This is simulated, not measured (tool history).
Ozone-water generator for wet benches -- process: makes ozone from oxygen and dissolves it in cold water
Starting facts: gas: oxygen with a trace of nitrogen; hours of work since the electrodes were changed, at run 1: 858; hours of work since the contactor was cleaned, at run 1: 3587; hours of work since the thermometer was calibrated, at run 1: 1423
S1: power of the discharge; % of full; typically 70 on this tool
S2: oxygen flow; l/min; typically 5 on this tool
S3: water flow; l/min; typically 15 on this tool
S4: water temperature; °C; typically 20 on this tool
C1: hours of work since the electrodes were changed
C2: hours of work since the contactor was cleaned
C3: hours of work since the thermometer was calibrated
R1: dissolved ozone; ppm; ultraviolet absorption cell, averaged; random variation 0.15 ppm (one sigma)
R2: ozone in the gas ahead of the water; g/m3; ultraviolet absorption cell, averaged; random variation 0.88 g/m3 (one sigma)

run,day,S1,S2,S3,S4,C1,C2,C3,R1,R2
1,0,70,5,15,20,858,3587,1423,18.6,143.1
2,1.796,70,2.59,15,20,891,3620,1456,20.5,227
3,2.817,70,2.59,15,20,910,3639,1475,20.6,229.1
4,3.688,70,2.59,15,20,926,3655,1491,20.9,224.7
5,5.158,70,2.59,15,20,953,3682,1518,20.6,228
6,6.608,70,5,15,13,979,3708,1544,21,143.4
7,8.379,70,5,15,13,1012,3741,1577,21.2,142.8
8,9.767,70,5,15,20,1037,3766,1602,18.6,141.6
9,11.346,70,5,15,20,1066,3795,1631,18.5,142
10,12.771,70,5,15,20,1092,3821,1657,18.6,141.5
# day 13.129: contactor cleaned
11,15.054,45,3.74,10,27,1131,35,1696,16.3,129
12,16.329,45,3.74,10,27,1154,59,1719,16.1,129.2
13,17.233,76,5,15,21,1171,75,1736,19.2,149.5
14,18.129,76,5,15,21,1187,92,1752,19.2,150.7
15,19.671,77,7.28,15,26,1215,120,1781,15.6,117.8
16,20.796,77,7.28,15,26,1236,140,1801,15.5,115.8
# day 22.379: contactor cleaned, once more
17,22.846,79,7.93,12,21,1271,9,1836,19.4,113.4
18,24.246,52,5,17,20,1296,34,1861,14.2,117.7
19,25.446,62,5,17,22,1318,56,1883,15.5,130.9

Below are 4 alternative next runs, each starting from the tool's condition after run 19. Predict each:
A,26.604,62,5,17,18,1339,77,1904,?,?
B,26.604,97,5.47,15,20,1339,77,1904,?,?
C,26.604,44,5,17,22,1339,77,1904,?,?
D,26.604,70,2.63,13,20,1339,77,1904,?,?

run,R1,R2
A,16.7,131.9
B,22.5,165.8
C,12.4,103.6
D,23.1,223.4
Had the tool no hidden state, the same runs would have come out as:
run,R1,R2
A,17.1,133.8
B,23.2,169
C,12.6,104.7
D,23.7,227

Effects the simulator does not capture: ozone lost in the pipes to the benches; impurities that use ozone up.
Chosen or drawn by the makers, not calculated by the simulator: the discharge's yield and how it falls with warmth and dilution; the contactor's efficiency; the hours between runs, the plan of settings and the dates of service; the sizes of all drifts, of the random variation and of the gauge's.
